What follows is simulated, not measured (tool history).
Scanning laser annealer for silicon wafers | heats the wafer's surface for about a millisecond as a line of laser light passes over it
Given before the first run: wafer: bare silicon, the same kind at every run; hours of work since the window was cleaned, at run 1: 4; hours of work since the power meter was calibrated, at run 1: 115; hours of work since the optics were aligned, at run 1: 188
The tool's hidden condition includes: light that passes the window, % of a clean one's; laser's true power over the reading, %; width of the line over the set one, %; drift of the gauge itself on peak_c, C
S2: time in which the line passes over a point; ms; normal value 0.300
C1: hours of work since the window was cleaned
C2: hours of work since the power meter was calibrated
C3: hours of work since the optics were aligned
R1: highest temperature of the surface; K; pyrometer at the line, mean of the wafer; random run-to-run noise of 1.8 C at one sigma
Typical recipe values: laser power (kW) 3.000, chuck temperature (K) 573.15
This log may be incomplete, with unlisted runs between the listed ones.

Run 1, hour 0.0: usual settings; C1 4; C2 115; C3 188. Result: R1 1293.15 K.
Run 2, hour 10.2: usual settings; C1 9; C2 119; C3 192. Result: R1 1297.15 K.
Run 3, hour 19.1: usual settings; C1 12; C2 123; C3 196. Result: R1 1294.15 K.
Run 4, hour 24.9: usual settings but S2 0.286 ms; C1 15; C2 125; C3 198. Result: R1 1280.15 K.
Run 5, hour 30.0: usual settings but S2 0.296 ms; C1 17; C2 127; C3 201. Result: R1 1288.15 K.
Run 6, hour 35.9: usual settings but S2 0.296 ms; C1 20; C2 130; C3 203. Result: R1 1288.15 K.
Run 7, hour 45.7: usual settings but S2 0.296 ms; C1 24; C2 134; C3 207. Result: R1 1291.15 K.
Run 8, hour 56.4: usual settings but S2 0.358 ms, chuck temperature (K) 555.15; C1 28; C2 138; C3 212. Result: R1 1334.15 K.
Run 9, hour 61.6: usual settings but laser power (kW) 3.230, chuck temperature (K) 600.15; C1 30; C2 141; C3 214. Result: R1 1389.15 K.
Run 10, hour 68.5: usual settings but laser power (kW) 3.230, chuck temperature (K) 600.15; C1 33; C2 143; C3 217. Result: R1 1392.15 K.
Run 11, hour 77.4: usual settings but S2 0.259 ms; C1 37; C2 147; C3 221. Result: R1 1249.15 K.
Run 12, hour 86.3: usual settings but chuck temperature (K) 579.15; C1 41; C2 151; C3 224. Result: R1 1299.15 K.
Run 13, hour 93.3: usual settings but laser power (kW) 3.277, S2 0.344 ms, chuck temperature (K) 599.15; C1 44; C2 154; C3 227. Result: R1 1454.15 K.

Predict each of these 3 candidate next runs independently; none follows another, all start after run 13:
Run A, hour 104.3: usual settings but laser power (kW) 2.690; C1 49; C2 159; C3 232. Result: R1 ?.
Run B, hour 104.3: usual settings but laser power (kW) 2.764, S2 0.321 ms, chuck temperature (K) 606.15; C1 49; C2 159; C3 232. Result: R1 ?.
Run C, hour 104.3: usual settings but laser power (kW) 3.277, S2 0.212 ms, chuck temperature (K) 599.15; C1 49; C2 159; C3 232. Result: R1 ?.

run       R1
  A  1199.15
  B  1277.15
  C  1290.15
Without the tool's unlogged condition, the same runs would have read:
run       R1
  A  1200.15
  B  1277.15
  C  1291.15
